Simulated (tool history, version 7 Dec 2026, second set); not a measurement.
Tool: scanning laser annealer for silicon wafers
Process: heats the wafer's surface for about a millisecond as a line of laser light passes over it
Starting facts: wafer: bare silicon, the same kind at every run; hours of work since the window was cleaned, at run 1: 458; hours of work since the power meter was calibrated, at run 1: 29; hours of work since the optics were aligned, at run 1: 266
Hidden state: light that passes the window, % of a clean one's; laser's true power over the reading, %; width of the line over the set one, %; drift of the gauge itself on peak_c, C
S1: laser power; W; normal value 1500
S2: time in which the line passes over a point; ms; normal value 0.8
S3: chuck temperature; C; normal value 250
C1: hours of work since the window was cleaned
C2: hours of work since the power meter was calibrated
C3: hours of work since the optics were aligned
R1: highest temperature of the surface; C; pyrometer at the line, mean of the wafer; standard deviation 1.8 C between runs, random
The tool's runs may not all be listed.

Run 1, hour 0: usual settings; C1 458; C2 29; C3 266. Result: R1 979 C.
Run 2, hour 9.1: usual settings; C1 463; C2 33; C3 271. Result: R1 979 C.
Run 3, hour 15.1: usual settings; C1 466; C2 36; C3 274. Result: R1 979 C.
Run 4, hour 20.2: usual settings; C1 469; C2 39; C3 276. Result: R1 977 C.
Run 5, hour 25.3: usual settings; C1 471; C2 42; C3 279. Result: R1 982 C.
Run 6, hour 32.2: usual settings; C1 475; C2 45; C3 283. Result: R1 981 C.
Run 7, hour 42.7: usual settings; C1 480; C2 51; C3 288. Result: R1 979 C.
Run 8, hour 50.5: usual settings; C1 484; C2 55; C3 292. Result: R1 980 C.
Run 9, hour 60.5: usual settings; C1 489; C2 60; C3 297. Result: R1 979 C.
Run 10, hour 67.9: usual settings; C1 493; C2 64; C3 301. Result: R1 981 C.
Run 11, hour 76.8: usual settings but S3 220 C; C1 498; C2 68; C3 306. Result: R1 951 C.
Run 12, hour 83.1: usual settings; C1 501; C2 71; C3 309. Result: R1 980 C.
Run 13, hour 89: usual settings; C1 504; C2 74; C3 312. Result: R1 978 C.
Run 14, hour 94.8: usual settings; C1 507; C2 77; C3 315. Result: R1 979 C.
Run 15, hour 104.6: usual settings but S1 1530 W; C1 512; C2 82; C3 320. Result: R1 997 C.
Run 16, hour 113.1: usual settings; C1 516; C2 87; C3 324. Result: R1 980 C.
Run 17, hour 123.9: usual settings; C1 522; C2 92; C3 330. Result: R1 976 C.
Run 18, hour 128.9: usual settings; C1 524; C2 95; C3 332. Result: R1 980 C.
Run 19, hour 134.5: usual settings; C1 527; C2 98; C3 335. Result: R1 977 C.
Run 20, hour 139.5: usual settings; C1 530; C2 100; C3 338. Result: R1 978 C.
Run 21, hour 148: usual settings; C1 534; C2 105; C3 342. Result: R1 981 C.
Run 22, hour 154.7: usual settings but S1 1472 W, S3 288 C; C1 538; C2 108; C3 346. Result: R1 1000 C.
Run 23, hour 160.3: usual settings but S1 1472 W, S3 288 C; C1 541; C2 111; C3 349. Result: R1 1000 C.
Run 24, hour 166.4: usual settings but S1 1634 W, S3 288 C; C1 544; C2 114; C3 352. Result: R1 1098 C.
Run 25, hour 173.1: usual settings but S1 1634 W, S2 0.575 ms, S3 277 C; C1 547; C2 118; C3 355. Result: R1 956 C.
Run 26, hour 178.2: usual settings but S1 1513 W, S2 0.648 ms, S3 277 C; C1 550; C2 120; C3 358. Result: R1 936 C.
Run 27, hour 185.2: usual settings but S1 1579 W, S2 0.648 ms, S3 288 C; C1 553; C2 124; C3 361. Result: R1 986 C.
Run 28, hour 191.3: usual settings but S1 1579 W, S2 0.648 ms, S3 288 C; C1 557; C2 127; C3 364. Result: R1 988 C.
Run 29, hour 200.2: usual settings but S1 1303 W, S2 0.617 ms, S3 216 C; C1 561; C2 132; C3 369. Result: R1 754 C.
Run 30, hour 209.6: usual settings but S1 1605 W, S2 0.946 ms, S3 262 C; C1 566; C2 136; C3 374. Result: R1 1125 C.
Run 31, hour 216.9: usual settings but S1 1359 W, S2 0.946 ms, S3 221 C; C1 570; C2 140; C3 378. Result: R1 928 C.
Run 32, hour 222: usual settings but S1 1594 W, S2 0.803 ms, S3 236 C; C1 572; C2 143; C3 380. Result: R1 1023 C.
Run 33, hour 227.7: usual settings but S1 1552 W, S2 0.886 ms; C1 575; C2 146; C3 383. Result: R1 1051 C.
Run 34, hour 237.5: usual settings but S1 1292 W, S2 0.95 ms; C1 580; C2 151; C3 388. Result: R1 918 C.
Run 35, hour 244.6: usual settings but S1 1388 W, S2 0.849 ms, S3 241 C; C1 584; C2 154; C3 392. Result: R1 928 C.
Run 36, hour 253.4: usual settings but S1 1551 W, S2 0.72 ms, S3 262 C; C1 588; C2 159; C3 396. Result: R1 978 C.
Run 37, hour 260.5: usual settings but S1 1605 W, S2 0.942 ms, S3 237 C; C1 592; C2 163; C3 400. Result: R1 1095 C.
Run 38, hour 269.2: usual settings but S1 1362 W, S2 0.7 ms; C1 597; C2 167; C3 404. Result: R1 853 C.
Run 39, hour 279.6: usual settings but S1 1504 W; C1 602; C2 172; C3 410. Result: R1 984 C.

Expected results for the next run?
Run 40, hour 285.4: usual settings but S1 1406 W, S3 253 C; C1 605; C2 175; C3 413. Result: R1 ?.

Run 40 measured R1 926 C.
Minus the tool's unlogged condition, the same run would have read R1 926 C.
